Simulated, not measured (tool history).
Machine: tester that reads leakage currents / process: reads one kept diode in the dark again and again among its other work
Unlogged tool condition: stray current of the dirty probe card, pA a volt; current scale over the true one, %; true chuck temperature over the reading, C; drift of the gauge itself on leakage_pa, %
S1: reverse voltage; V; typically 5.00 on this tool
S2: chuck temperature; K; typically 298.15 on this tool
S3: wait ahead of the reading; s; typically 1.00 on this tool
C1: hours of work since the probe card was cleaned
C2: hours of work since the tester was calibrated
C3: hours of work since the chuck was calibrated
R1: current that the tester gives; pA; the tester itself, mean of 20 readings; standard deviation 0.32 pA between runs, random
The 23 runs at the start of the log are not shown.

run 24 hour=569.6 | S1=3.11 S2=313.15 S3=1.00 | C1=37 C2=616 C3=709 | R1=273.72
run 25 hour=592.7 | S1=3.11 S2=313.15 S3=1.00 | C1=48 C2=627 C3=720 | R1=275.48
run 26 hour=621.3 | S1=1.41 S2=308.15 S3=1.00 | C1=62 C2=641 C3=734 | R1=147.42
run 27 hour=636.2 | S1=7.11 S2=298.15 S3=7.60 | C1=69 C2=648 C3=741 | R1=108.43
run 28 hour=666.5 | S1=5.67 S2=327.15 S3=1.96 | C1=84 C2=663 C3=756 | R1=897.94
run 29 hour=683.9 | S1=6.08 S2=327.15 S3=0.57 | C1=92 C2=671 C3=764 | R1=918.66
run 30 hour=712.2 | S1=1.90 S2=322.15 S3=1.97 | C1=105 C2=684 C3=778 | R1=452.70
run 31 hour=740.5 | S1=1.90 S2=322.15 S3=1.97 | C1=119 C2=698 C3=791 | R1=454.79
run 32 hour=760.8 | S1=1.90 S2=322.15 S3=1.97 | C1=129 C2=708 C3=801 | R1=450.30
run 33 hour=796.0 | S1=1.90 S2=322.15 S3=1.97 | C1=145 C2=724 C3=817 | R1=450.06
run 34 hour=830.2 | S1=1.90 S2=327.15 S3=1.77 | C1=162 C2=741 C3=834 | R1=635.13
run 35 hour=857.4 | S1=2.37 S2=310.15 S3=2.38 | C1=175 C2=754 C3=847 | R1=196.47
run 36 hour=882.7 | S1=12.17 S2=305.15 S3=2.38 | C1=187 C2=766 C3=859 | R1=222.84
run 37 hour=897.2 | S1=5.00 S2=302.15 S3=7.35 | C1=194 C2=773 C3=866 | R1=132.87
-- hour=913.7 chuck's temperature calibrated
run 38 hour=913.7 | S1=5.00 S2=298.15 S3=2.99 | C1=201 C2=780 C3=0 | R1=106.22
run 39 hour=947.4 | S1=5.00 S2=298.15 S3=2.99 | C1=217 C2=796 C3=16 | R1=105.87
run 40 hour=981.5 | S1=5.00 S2=298.15 S3=2.99 | C1=233 C2=812 C3=32 | R1=106.38
run 41 hour=1012.1 | S1=5.56 S2=331.15 S3=1.00 | C1=248 C2=827 C3=47 | R1=1250.15

3 ways to go on from here, each from the tool as it stands after run 41. What would each give?
run A hour=1030.6 | S1=5.00 S2=298.15 S3=9.15 | C1=256 C2=835 C3=56 | R1=?
run B hour=1030.6 | S1=5.00 S2=329.15 S3=1.00 | C1=256 C2=835 C3=56 | R1=?
run C hour=1030.6 | S1=2.67 S2=298.15 S3=1.00 | C1=256 C2=835 C3=56 | R1=?

run=A R1=105.95
run=B R1=1056.99
run=C R1=87.63
With no hidden state in the tool, these same runs would have given:
run=A R1=106.49
run=B R1=1067.70
run=C R1=88.30
